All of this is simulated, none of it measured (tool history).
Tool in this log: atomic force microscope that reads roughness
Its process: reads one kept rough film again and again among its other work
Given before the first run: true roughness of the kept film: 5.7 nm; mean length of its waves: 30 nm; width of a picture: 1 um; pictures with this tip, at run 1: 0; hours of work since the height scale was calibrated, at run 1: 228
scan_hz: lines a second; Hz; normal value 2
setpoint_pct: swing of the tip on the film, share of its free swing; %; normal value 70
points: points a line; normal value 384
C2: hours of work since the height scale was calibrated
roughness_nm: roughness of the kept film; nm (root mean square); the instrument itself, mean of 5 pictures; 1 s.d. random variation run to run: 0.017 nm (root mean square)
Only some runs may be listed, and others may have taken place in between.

{"run": 1, "hour": 0.0, "scan_hz": 2, "setpoint_pct": 70, "points": 384, "pictures with this tip": 0, "C2": 228, "roughness_nm": 3.989}
{"run": 2, "hour": 16.9, "scan_hz": 2, "setpoint_pct": 70, "points": 384, "pictures with this tip": 22, "C2": 235, "roughness_nm": 3.71}
{"run": 3, "hour": 29.4, "scan_hz": 2, "setpoint_pct": 70, "points": 811, "pictures with this tip": 38, "C2": 241, "roughness_nm": 3.602}
{"run": 4, "hour": 42.7, "scan_hz": 2, "setpoint_pct": 70, "points": 384, "pictures with this tip": 55, "C2": 247, "roughness_nm": 3.433}
{"run": 5, "hour": 53.0, "scan_hz": 2, "setpoint_pct": 70, "points": 384, "pictures with this tip": 68, "C2": 252, "roughness_nm": 3.344}
{"run": 6, "hour": 74.2, "scan_hz": 3.44, "setpoint_pct": 70, "points": 384, "pictures with this tip": 96, "C2": 262, "roughness_nm": 2.884}
{"run": 7, "hour": 92.6, "scan_hz": 3.44, "setpoint_pct": 70, "points": 384, "pictures with this tip": 120, "C2": 271, "roughness_nm": 2.76}
{"run": 8, "hour": 114.4, "scan_hz": 3.44, "setpoint_pct": 70, "points": 384, "pictures with this tip": 148, "C2": 281, "roughness_nm": 2.602}
{"run": 9, "hour": 129.3, "scan_hz": 1.99, "setpoint_pct": 70, "points": 384, "pictures with this tip": 168, "C2": 288, "roughness_nm": 2.689}
{"hour": 141.5, "done": "new tip fitted"}
{"run": 10, "hour": 153.9, "scan_hz": 1.99, "setpoint_pct": 70, "points": 384, "pictures with this tip": 16, "C2": 299, "roughness_nm": 3.828}
{"run": 11, "hour": 173.1, "scan_hz": 1.99, "setpoint_pct": 70, "points": 384, "pictures with this tip": 41, "C2": 308, "roughness_nm": 3.636}
{"run": 12, "hour": 189.4, "scan_hz": 1.99, "setpoint_pct": 70, "points": 384, "pictures with this tip": 62, "C2": 315, "roughness_nm": 3.427}
{"run": 13, "hour": 199.5, "scan_hz": 0.85, "setpoint_pct": 70, "points": 384, "pictures with this tip": 76, "C2": 320, "roughness_nm": 3.551}
{"run": 14, "hour": 218.1, "scan_hz": 0.85, "setpoint_pct": 70, "points": 384, "pictures with this tip": 100, "C2": 328, "roughness_nm": 3.342}
{"run": 15, "hour": 231.5, "scan_hz": 0.85, "setpoint_pct": 70, "points": 384, "pictures with this tip": 117, "C2": 335, "roughness_nm": 3.237}
{"run": 16, "hour": 247.0, "scan_hz": 1.1, "setpoint_pct": 70, "points": 384, "pictures with this tip": 137, "C2": 342, "roughness_nm": 3.062}
{"run": 17, "hour": 267.5, "scan_hz": 1.1, "setpoint_pct": 81, "points": 384, "pictures with this tip": 164, "C2": 351, "roughness_nm": 2.782}
{"hour": 282.3, "done": "new tip fitted"}
{"run": 18, "hour": 287.3, "scan_hz": 2, "setpoint_pct": 70, "points": 439, "pictures with this tip": 6, "C2": 360, "roughness_nm": 3.928}
{"run": 19, "hour": 297.4, "scan_hz": 2, "setpoint_pct": 70, "points": 439, "pictures with this tip": 19, "C2": 365, "roughness_nm": 3.802}
{"run": 20, "hour": 319.5, "scan_hz": 2, "setpoint_pct": 70, "points": 439, "pictures with this tip": 48, "C2": 375, "roughness_nm": 3.535}
{"run": 21, "hour": 331.3, "scan_hz": 2, "setpoint_pct": 70, "points": 439, "pictures with this tip": 63, "C2": 381, "roughness_nm": 3.429}
{"run": 22, "hour": 345.2, "scan_hz": 2, "setpoint_pct": 70, "points": 439, "pictures with this tip": 81, "C2": 387, "roughness_nm": 3.271}
{"run": 23, "hour": 364.8, "scan_hz": 2, "setpoint_pct": 70, "points": 376, "pictures with this tip": 107, "C2": 396, "roughness_nm": 3.067}
{"run": 24, "hour": 378.1, "scan_hz": 2, "setpoint_pct": 70, "points": 376, "pictures with this tip": 124, "C2": 402, "roughness_nm": 2.936}
{"run": 25, "hour": 397.2, "scan_hz": 2, "setpoint_pct": 57, "points": 384, "pictures with this tip": 149, "C2": 411, "roughness_nm": 2.997}
{"run": 26, "hour": 412.0, "scan_hz": 1.09, "setpoint_pct": 70, "points": 384, "pictures with this tip": 168, "C2": 418, "roughness_nm": 2.847}
{"hour": 423.0, "done": "new tip fitted"}
{"run": 27, "hour": 433.7, "scan_hz": 1.09, "setpoint_pct": 70, "points": 384, "pictures with this tip": 14, "C2": 428, "roughness_nm": 4.075}
{"run": 28, "hour": 443.8, "scan_hz": 2.45, "setpoint_pct": 72, "points": 723, "pictures with this tip": 27, "C2": 433, "roughness_nm": 3.579}
{"run": 29, "hour": 454.5, "scan_hz": 2.45, "setpoint_pct": 72, "points": 723, "pictures with this tip": 41, "C2": 438, "roughness_nm": 3.454}
{"run": 30, "hour": 467.7, "scan_hz": 2.44, "setpoint_pct": 56, "points": 723, "pictures with this tip": 58, "C2": 444, "roughness_nm": 3.626}
{"run": 31, "hour": 487.0, "scan_hz": 0.94, "setpoint_pct": 68, "points": 788, "pictures with this tip": 83, "C2": 453, "roughness_nm": 3.448}
{"run": 32, "hour": 502.9, "scan_hz": 1.96, "setpoint_pct": 70, "points": 443, "pictures with this tip": 104, "C2": 460, "roughness_nm": 3.075}
{"run": 33, "hour": 526.7, "scan_hz": 2, "setpoint_pct": 87, "points": 977, "pictures with this tip": 135, "C2": 471, "roughness_nm": 2.513}
{"run": 34, "hour": 547.7, "scan_hz": 1.18, "setpoint_pct": 70, "points": 384, "pictures with this tip": 162, "C2": 481, "roughness_nm": 2.807}
{"hour": 564.0, "done": "new tip fitted"}
{"run": 35, "hour": 566.4, "scan_hz": 2.9, "setpoint_pct": 83, "points": 733, "pictures with this tip": 3, "C2": 489, "roughness_nm": 3.321}
{"run": 36, "hour": 585.1, "scan_hz": 2.05, "setpoint_pct": 70, "points": 696, "pictures with this tip": 27, "C2": 498, "roughness_nm": 3.756}
{"run": 37, "hour": 608.1, "scan_hz": 2.05, "setpoint_pct": 70, "points": 696, "pictures with this tip": 57, "C2": 509, "roughness_nm": 3.453}
{"run": 38, "hour": 618.3, "scan_hz": 2.05, "setpoint_pct": 70, "points": 696, "pictures with this tip": 71, "C2": 513, "roughness_nm": 3.373}
{"run": 39, "hour": 641.1, "scan_hz": 2.05, "setpoint_pct": 70, "points": 696, "pictures with this tip": 100, "C2": 524, "roughness_nm": 3.126}
{"run": 40, "hour": 653.9, "scan_hz": 0.86, "setpoint_pct": 80, "points": 279, "pictures with this tip": 117, "C2": 530, "roughness_nm": 3.054}
{"run": 41, "hour": 677.3, "scan_hz": 0.88, "setpoint_pct": 63, "points": 384, "pictures with this tip": 147, "C2": 541, "roughness_nm": 3.029}
{"run": 42, "hour": 696.1, "scan_hz": 2, "setpoint_pct": 74, "points": 384, "pictures with this tip": 172, "C2": 549, "roughness_nm": 2.61}
{"hour": 704.2, "done": "new tip fitted"}
{"run": 43, "hour": 710.6, "scan_hz": 2, "setpoint_pct": 70, "points": 900, "pictures with this tip": 8, "C2": 556, "roughness_nm": 3.964}
{"run": 44, "hour": 723.8, "scan_hz": 2, "setpoint_pct": 56, "points": 288, "pictures with this tip": 25, "C2": 562, "roughness_nm": 3.984}
{"run": 45, "hour": 744.6, "scan_hz": 2, "setpoint_pct": 58, "points": 272, "pictures with this tip": 52, "C2": 572, "roughness_nm": 3.655}
{"run": 46, "hour": 765.5, "scan_hz": 2, "setpoint_pct": 58, "points": 272, "pictures with this tip": 79, "C2": 581, "roughness_nm": 3.432}
{"run": 47, "hour": 785.7, "scan_hz": 2.34, "setpoint_pct": 58, "points": 384, "pictures with this tip": 106, "C2": 591, "roughness_nm": 3.229}
{"run": 48, "hour": 807.6, "scan_hz": 1.08, "setpoint_pct": 67, "points": 353, "pictures with this tip": 134, "C2": 601, "roughness_nm": 3.067}
{"run": 49, "hour": 819.9, "scan_hz": 1.08, "setpoint_pct": 67, "points": 353, "pictures with this tip": 150, "C2": 607, "roughness_nm": 2.955}
{"run": 50, "hour": 834.5, "scan_hz": 0.53, "setpoint_pct": 67, "points": 260, "pictures with this tip": 169, "C2": 613, "roughness_nm": 2.911}
{"hour": 845.6, "done": "new tip fitted"}
{"run": 51, "hour": 858.4, "scan_hz": 1.25, "setpoint_pct": 67, "points": 281, "pictures with this tip": 17, "C2": 624, "roughness_nm": 3.98}
{"run": 52, "hour": 870.7, "scan_hz": 1.25, "setpoint_pct": 67, "points": 281, "pictures with this tip": 33, "C2": 630, "roughness_nm": 3.825}

What if the next run were any one of these 3? Each begins from the tool's condition after run 52:
{"run": "A", "hour": 892.0, "scan_hz": 0.62, "setpoint_pct": 70, "points": 384, "pictures with this tip": 60, "C2": 640, "roughness_nm": "?"}
{"run": "B", "hour": 892.0, "scan_hz": 2, "setpoint_pct": 78, "points": 503, "pictures with this tip": 60, "C2": 640, "roughness_nm": "?"}
{"run": "C", "hour": 892.0, "scan_hz": 1.08, "setpoint_pct": 65, "points": 384, "pictures with this tip": 60, "C2": 640, "roughness_nm": "?"}

run=A roughness_nm=3.65
run=B roughness_nm=3.216
run=C roughness_nm=3.599
Had the tool no hidden state, the same runs would have come out as:
run=A roughness_nm=4.352
run=B roughness_nm=3.837
run=C roughness_nm=4.292
